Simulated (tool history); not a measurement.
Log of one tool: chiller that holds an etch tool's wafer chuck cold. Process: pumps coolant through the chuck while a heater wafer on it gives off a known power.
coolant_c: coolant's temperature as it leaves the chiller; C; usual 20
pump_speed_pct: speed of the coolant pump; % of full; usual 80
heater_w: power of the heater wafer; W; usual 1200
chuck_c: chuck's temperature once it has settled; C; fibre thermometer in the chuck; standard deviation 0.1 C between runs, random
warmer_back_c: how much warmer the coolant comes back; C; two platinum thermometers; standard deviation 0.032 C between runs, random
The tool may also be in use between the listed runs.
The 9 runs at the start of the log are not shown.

Run 10, hour 292.6: usual settings. Result: chuck_c 27.4 C, warmer_back_c 3.31 C.
Run 11, hour 330.9: usual settings. Result: chuck_c 27.7 C, warmer_back_c 3.30 C.
Run 12, hour 354.1: usual settings. Result: chuck_c 27.6 C, warmer_back_c 3.36 C.
Run 13, hour 400.1: usual settings. Result: chuck_c 27.5 C, warmer_back_c 3.43 C.
Run 14, hour 429.1: usual settings. Result: chuck_c 27.6 C, warmer_back_c 3.34 C.
Run 15, hour 452.8: usual settings. Result: chuck_c 27.4 C, warmer_back_c 3.31 C.
Run 16, hour 485.6: usual settings. Result: chuck_c 27.5 C, warmer_back_c 3.37 C.
Run 17, hour 511.9: usual settings but pump_speed_pct 91 % of full, heater_w 667 W. Result: chuck_c 23.9 C, warmer_back_c 1.69 C.
Run 18, hour 534.3: usual settings but coolant_c 29 C. Result: chuck_c 36.4 C, warmer_back_c 3.41 C.
Run 19, hour 553.5: usual settings but coolant_c 13 C, heater_w 1540 W. Result: chuck_c 22.6 C, warmer_back_c 4.26 C.
Run 20, hour 586.6: usual settings but coolant_c 13 C, heater_w 1540 W. Result: chuck_c 22.7 C, warmer_back_c 4.34 C.
Run 21, hour 618.5: usual settings but coolant_c 13 C, heater_w 1205 W. Result: chuck_c 20.6 C, warmer_back_c 3.40 C.
Run 22, hour 637.4: usual settings but pump_speed_pct 94 % of full. Result: chuck_c 26.8 C, warmer_back_c 2.88 C.
Run 23, hour 665.0: usual settings but coolant_c 24 C, pump_speed_pct 69 % of full, heater_w 770 W. Result: chuck_c 29.1 C, warmer_back_c 2.65 C.
Run 24, hour 698.8: usual settings but coolant_c 19 C, pump_speed_pct 93 % of full, heater_w 1417 W. Result: chuck_c 26.9 C, warmer_back_c 3.46 C.
Run 25, hour 725.4: usual settings but coolant_c 22 C, pump_speed_pct 93 % of full, heater_w 1259 W. Result: chuck_c 29.1 C, warmer_back_c 3.18 C.
Run 26, hour 752.2: usual settings but coolant_c 26 C, pump_speed_pct 98 % of full, heater_w 1017 W. Result: chuck_c 31.7 C, warmer_back_c 2.43 C.
Run 27, hour 786.5: usual settings but coolant_c 14 C, pump_speed_pct 75 % of full, heater_w 806 W. Result: chuck_c 19.2 C, warmer_back_c 2.59 C.
Run 28, hour 820.6: usual settings but coolant_c 30 C, heater_w 1494 W. Result: chuck_c 39.5 C, warmer_back_c 4.23 C.
Run 29, hour 858.4: usual settings but coolant_c 14 C, pump_speed_pct 92 % of full, heater_w 1494 W. Result: chuck_c 22.4 C, warmer_back_c 3.74 C.
Run 30, hour 893.1: usual settings but coolant_c 14 C, pump_speed_pct 92 % of full, heater_w 1494 W. Result: chuck_c 22.5 C, warmer_back_c 3.68 C.
Run 31, hour 926.4: usual settings but coolant_c 24 C, heater_w 994 W. Result: chuck_c 30.1 C, warmer_back_c 2.98 C.

What if the next run were any one of these 3? Each begins from the tool's condition after run 31:
Run A, hour 971.2: usual settings but coolant_c 13 C, pump_speed_pct 61 % of full, heater_w 895 W. Result: chuck_c ?, warmer_back_c ?.
Run B, hour 971.2: usual settings but coolant_c 27 C, pump_speed_pct 87 % of full, heater_w 770 W. Result: chuck_c ?, warmer_back_c ?.
Run C, hour 971.2: usual settings but coolant_c 16 C, heater_w 774 W. Result: chuck_c ?, warmer_back_c ?.

run  chuck_c  warmer_back_c
  A     19.7           3.49
  B     31.5           2.20
  C     20.8           2.35
Had the tool no hidden state, the same runs would have come out as:
run  chuck_c  warmer_back_c
  A     19.7           3.20
  B     31.5           1.91
  C     20.8           2.06
